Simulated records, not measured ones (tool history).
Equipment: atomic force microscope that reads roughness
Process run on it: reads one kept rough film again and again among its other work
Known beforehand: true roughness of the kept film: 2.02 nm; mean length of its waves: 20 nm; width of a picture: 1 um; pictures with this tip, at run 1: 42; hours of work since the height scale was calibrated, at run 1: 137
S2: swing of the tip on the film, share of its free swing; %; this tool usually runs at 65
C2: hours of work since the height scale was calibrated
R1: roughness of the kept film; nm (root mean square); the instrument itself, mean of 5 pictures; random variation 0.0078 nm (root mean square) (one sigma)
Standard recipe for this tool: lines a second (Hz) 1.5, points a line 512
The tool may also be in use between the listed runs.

{"run": 1, "hour": 0.0, "lines a second (Hz)": 1.5, "S2": 65, "points a line": 512, "pictures with this tip": 42, "C2": 137, "R1": 1.447}
{"hour": 23.5, "done": "new tip fitted"}
{"run": 2, "hour": 54.0, "lines a second (Hz)": 0.5, "S2": 65, "points a line": 512, "pictures with this tip": 43, "C2": 162, "R1": 1.488}
{"hour": 74.9, "done": "new tip fitted"}
{"run": 3, "hour": 102.8, "lines a second (Hz)": 1.5, "S2": 62, "points a line": 512, "pictures with this tip": 40, "C2": 184, "R1": 1.431}
{"hour": 129.3, "done": "new tip fitted"}
{"run": 4, "hour": 131.9, "lines a second (Hz)": 1.5, "S2": 62, "points a line": 512, "pictures with this tip": 4, "C2": 196, "R1": 1.662}
{"run": 5, "hour": 170.6, "lines a second (Hz)": 1.5, "S2": 62, "points a line": 512, "pictures with this tip": 59, "C2": 214, "R1": 1.379}
{"hour": 182.0, "done": "new tip fitted"}
{"run": 6, "hour": 224.0, "lines a second (Hz)": 1.5, "S2": 62, "points a line": 512, "pictures with this tip": 60, "C2": 238, "R1": 1.335}
{"hour": 233.9, "done": "new tip fitted"}
{"run": 7, "hour": 272.3, "lines a second (Hz)": 1.5, "S2": 62, "points a line": 512, "pictures with this tip": 55, "C2": 260, "R1": 1.37}
{"hour": 288.8, "done": "new tip fitted"}
{"run": 8, "hour": 296.0, "lines a second (Hz)": 1.5, "S2": 62, "points a line": 512, "pictures with this tip": 10, "C2": 270, "R1": 1.623}
{"run": 9, "hour": 323.4, "lines a second (Hz)": 1.5, "S2": 65, "points a line": 512, "pictures with this tip": 49, "C2": 283, "R1": 1.405}
{"hour": 342.8, "done": "new tip fitted"}
{"run": 10, "hour": 353.1, "lines a second (Hz)": 1.5, "S2": 65, "points a line": 512, "pictures with this tip": 14, "C2": 296, "R1": 1.564}
{"run": 11, "hour": 382.4, "lines a second (Hz)": 1.5, "S2": 65, "points a line": 512, "pictures with this tip": 56, "C2": 309, "R1": 1.349}
{"hour": 395.9, "done": "new tip fitted"}
{"run": 12, "hour": 431.6, "lines a second (Hz)": 1.5, "S2": 65, "points a line": 512, "pictures with this tip": 51, "C2": 331, "R1": 1.404}
{"hour": 447.6, "done": "new tip fitted"}
{"run": 13, "hour": 477.4, "lines a second (Hz)": 2.66, "S2": 65, "points a line": 512, "pictures with this tip": 42, "C2": 352, "R1": 1.379}
{"hour": 498.3, "done": "new tip fitted"}
{"run": 14, "hour": 509.8, "lines a second (Hz)": 2.66, "S2": 65, "points a line": 512, "pictures with this tip": 16, "C2": 366, "R1": 1.53}
{"run": 15, "hour": 540.7, "lines a second (Hz)": 0.56, "S2": 65, "points a line": 512, "pictures with this tip": 60, "C2": 380, "R1": 1.418}
{"hour": 551.1, "done": "new tip fitted"}
{"run": 16, "hour": 567.9, "lines a second (Hz)": 0.56, "S2": 65, "points a line": 800, "pictures with this tip": 25, "C2": 392, "R1": 1.569}
{"run": 17, "hour": 592.0, "lines a second (Hz)": 1.5, "S2": 65, "points a line": 916, "pictures with this tip": 59, "C2": 403, "R1": 1.373}
{"hour": 602.5, "done": "new tip fitted"}
{"run": 18, "hour": 624.4, "lines a second (Hz)": 1.5, "S2": 65, "points a line": 512, "pictures with this tip": 31, "C2": 417, "R1": 1.494}
{"hour": 657.2, "done": "new tip fitted"}
{"run": 19, "hour": 664.3, "lines a second (Hz)": 1.5, "S2": 65, "points a line": 348, "pictures with this tip": 10, "C2": 435, "R1": 1.586}
{"run": 20, "hour": 696.0, "lines a second (Hz)": 1.5, "S2": 65, "points a line": 348, "pictures with this tip": 56, "C2": 450, "R1": 1.376}
{"hour": 710.1, "done": "new tip fitted"}
{"run": 21, "hour": 735.5, "lines a second (Hz)": 1.5, "S2": 65, "points a line": 348, "pictures with this tip": 36, "C2": 467, "R1": 1.458}
{"hour": 762.4, "done": "new tip fitted"}
{"run": 22, "hour": 767.2, "lines a second (Hz)": 1.5, "S2": 65, "points a line": 512, "pictures with this tip": 7, "C2": 481, "R1": 1.617}
{"hour": 817.4, "done": "new tip fitted"}
{"run": 23, "hour": 818.2, "lines a second (Hz)": 3.26, "S2": 65, "points a line": 512, "pictures with this tip": 1, "C2": 504, "R1": 1.564}
{"run": 24, "hour": 865.6, "lines a second (Hz)": 3.26, "S2": 65, "points a line": 512, "pictures with this tip": 69, "C2": 526, "R1": 1.257}
{"hour": 869.8, "done": "new tip fitted"}
{"run": 25, "hour": 906.0, "lines a second (Hz)": 1.5, "S2": 73, "points a line": 512, "pictures with this tip": 52, "C2": 544, "R1": 1.337}
{"hour": 922.6, "done": "new tip fitted"}
{"run": 26, "hour": 960.0, "lines a second (Hz)": 1.58, "S2": 89, "points a line": 670, "pictures with this tip": 53, "C2": 568, "R1": 1.211}
{"hour": 974.9, "done": "new tip fitted"}
{"run": 27, "hour": 1009.2, "lines a second (Hz)": 1.58, "S2": 89, "points a line": 670, "pictures with this tip": 49, "C2": 590, "R1": 1.263}
{"hour": 1025.5, "done": "new tip fitted"}
{"run": 28, "hour": 1031.5, "lines a second (Hz)": 1.5, "S2": 64, "points a line": 263, "pictures with this tip": 8, "C2": 600, "R1": 1.586}
{"run": 29, "hour": 1054.2, "lines a second (Hz)": 1.29, "S2": 75, "points a line": 263, "pictures with this tip": 41, "C2": 610, "R1": 1.37}
{"hour": 1076.9, "done": "new tip fitted"}
{"run": 30, "hour": 1087.8, "lines a second (Hz)": 1.29, "S2": 75, "points a line": 263, "pictures with this tip": 15, "C2": 625, "R1": 1.491}
{"run": 31, "hour": 1118.9, "lines a second (Hz)": 1.5, "S2": 65, "points a line": 264, "pictures with this tip": 60, "C2": 639, "R1": 1.334}
{"hour": 1130.6, "done": "new tip fitted"}
{"run": 32, "hour": 1161.8, "lines a second (Hz)": 1.06, "S2": 59, "points a line": 545, "pictures with this tip": 45, "C2": 659, "R1": 1.467}
{"hour": 1183.7, "done": "new tip fitted"}
{"run": 33, "hour": 1197.6, "lines a second (Hz)": 0.95, "S2": 59, "points a line": 1012, "pictures with this tip": 20, "C2": 675, "R1": 1.61}
{"hour": 1235.8, "done": "new tip fitted"}
{"run": 34, "hour": 1244.3, "lines a second (Hz)": 1.1, "S2": 87, "points a line": 416, "pictures with this tip": 12, "C2": 696, "R1": 1.478}
{"hour": 1289.5, "done": "new tip fitted"}
{"run": 35, "hour": 1292.3, "lines a second (Hz)": 3.69, "S2": 65, "points a line": 476, "pictures with this tip": 4, "C2": 717, "R1": 1.495}
{"run": 36, "hour": 1332.9, "lines a second (Hz)": 1.17, "S2": 59, "points a line": 512, "pictures with this tip": 62, "C2": 735, "R1": 1.356}
{"hour": 1341.1, "done": "new tip fitted"}
{"run": 37, "hour": 1359.9, "lines a second (Hz)": 3.86, "S2": 89, "points a line": 362, "pictures with this tip": 27, "C2": 747, "R1": 1.059}
{"run": 38, "hour": 1383.2, "lines a second (Hz)": 2.92, "S2": 84, "points a line": 360, "pictures with this tip": 61, "C2": 758, "R1": 1.087}
{"hour": 1394.8, "done": "new tip fitted"}
{"run": 39, "hour": 1436.0, "lines a second (Hz)": 2.92, "S2": 84, "points a line": 360, "pictures with this tip": 59, "C2": 782, "R1": 1.111}
{"hour": 1447.4, "done": "new tip fitted"}
{"run": 40, "hour": 1484.9, "lines a second (Hz)": 1.45, "S2": 84, "points a line": 513, "pictures with this tip": 54, "C2": 804, "R1": 1.276}
{"hour": 1498.9, "done": "new tip fitted"}
{"run": 41, "hour": 1511.2, "lines a second (Hz)": 1.69, "S2": 75, "points a line": 273, "pictures with this tip": 17, "C2": 815, "R1": 1.446}
{"run": 42, "hour": 1547.5, "lines a second (Hz)": 0.58, "S2": 72, "points a line": 364, "pictures with this tip": 69, "C2": 832, "R1": 1.33}
{"hour": 1550.6, "done": "new tip fitted"}
{"run": 43, "hour": 1587.0, "lines a second (Hz)": 0.77, "S2": 72, "points a line": 364, "pictures with this tip": 52, "C2": 849, "R1": 1.384}
{"hour": 1601.4, "done": "new tip fitted"}
{"run": 44, "hour": 1640.3, "lines a second (Hz)": 1.5, "S2": 69, "points a line": 813, "pictures with this tip": 56, "C2": 873, "R1": 1.369}
{"hour": 1652.1, "done": "new tip fitted"}
{"run": 45, "hour": 1668.7, "lines a second (Hz)": 1.5, "S2": 69, "points a line": 813, "pictures with this tip": 24, "C2": 886, "R1": 1.485}
{"hour": 1703.4, "done": "new tip fitted"}
{"run": 46, "hour": 1714.4, "lines a second (Hz)": 2.31, "S2": 69, "points a line": 752, "pictures with this tip": 16, "C2": 906, "R1": 1.475}
{"hour": 1754.2, "done": "new tip fitted"}
{"run": 47, "hour": 1754.2, "lines a second (Hz)": 1.5, "S2": 73, "points a line": 778, "pictures with this tip": 0, "C2": 924, "R1": 1.603}
{"run": 48, "hour": 1784.1, "lines a second (Hz)": 2.22, "S2": 73, "points a line": 299, "pictures with this tip": 43, "C2": 938, "R1": 1.322}
{"hour": 1806.2, "done": "new tip fitted"}
{"run": 49, "hour": 1807.3, "lines a second (Hz)": 2.22, "S2": 73, "points a line": 299, "pictures with this tip": 2, "C2": 948, "R1": 1.506}

The logged runs with the hidden state left out (each run's random variation unchanged):
What the log doesn't record here: radius of the tip, nm; height scale over the true one, %; drift of the gauge itself on roughness_nm, %.
run=1 R1=1.663
run=2 R1=1.715
run=3 R1=1.677
run=4 R1=1.694
run=5 R1=1.684
run=6 R1=1.665
run=7 R1=1.687
run=8 R1=1.679
run=9 R1=1.671
run=10 R1=1.663
run=11 R1=1.661
run=12 R1=1.675
run=13 R1=1.611
run=14 R1=1.615
run=15 R1=1.718
run=16 R1=1.73
run=17 R1=1.691
run=18 R1=1.666
run=19 R1=1.648
run=20 R1=1.662
run=21 R1=1.654
run=22 R1=1.669
run=23 R1=1.575
run=24 R1=1.578
run=25 R1=1.616
run=26 R1=1.485
run=27 R1=1.493
run=28 R1=1.635
run=29 R1=1.579
run=30 R1=1.587
run=31 R1=1.634
run=32 R1=1.706
run=33 R1=1.729
run=34 R1=1.553
run=35 R1=1.55
run=36 R1=1.706
run=37 R1=1.189
run=38 R1=1.359
run=39 R1=1.356
run=40 R1=1.538
run=41 R1=1.558
run=42 R1=1.692
run=43 R1=1.67
run=44 R1=1.662
run=45 R1=1.657
run=46 R1=1.589
run=47 R1=1.633
run=48 R1=1.544
run=49 R1=1.534
